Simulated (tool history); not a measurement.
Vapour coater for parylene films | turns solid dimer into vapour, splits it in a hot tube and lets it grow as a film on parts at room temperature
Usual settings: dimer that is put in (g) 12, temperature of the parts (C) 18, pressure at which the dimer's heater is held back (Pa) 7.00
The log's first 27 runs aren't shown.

run,hour,dimer that is put in (g),temperature of the parts (C),pressure at which the dimer's heater is held back (Pa),hours of work since the trap's valve was overhauled,hours of work since the table's thermometer was calibrated,thickness of the film (µm)
28,336.5,6,18,6.42,259,499,3.09
29,346.4,6,11,6.42,266,505,3.99
# hour 353.6: trap's valve overhauled
30,361.8,7,18,4.68,5,513,4.24
31,377.0,12,10,7.00,15,523,8.83
32,388.9,8,21,3.37,23,531,4.37
33,399.7,8,21,3.37,30,538,4.37
34,416.2,12,16,7.00,41,548,7.32
35,425.5,12,18,7.00,47,554,6.70

Forecast each of these 5 alternatives for the next run:
A,443.9,12,18,5.81,59,566,?
B,443.9,15,18,3.66,59,566,?
C,443.9,12,17,9.02,59,566,?
D,443.9,12,12,2.64,59,566,?
E,443.9,12,11,7.00,59,566,?

run,thickness of the film (µm)
A,6.83
B,9.17
C,6.79
D,8.82
E,8.82
Without the tool's hidden state the same runs would have given:
run,thickness of the film (µm)
A,6.78
B,9.11
C,6.75
D,9.05
E,9.05

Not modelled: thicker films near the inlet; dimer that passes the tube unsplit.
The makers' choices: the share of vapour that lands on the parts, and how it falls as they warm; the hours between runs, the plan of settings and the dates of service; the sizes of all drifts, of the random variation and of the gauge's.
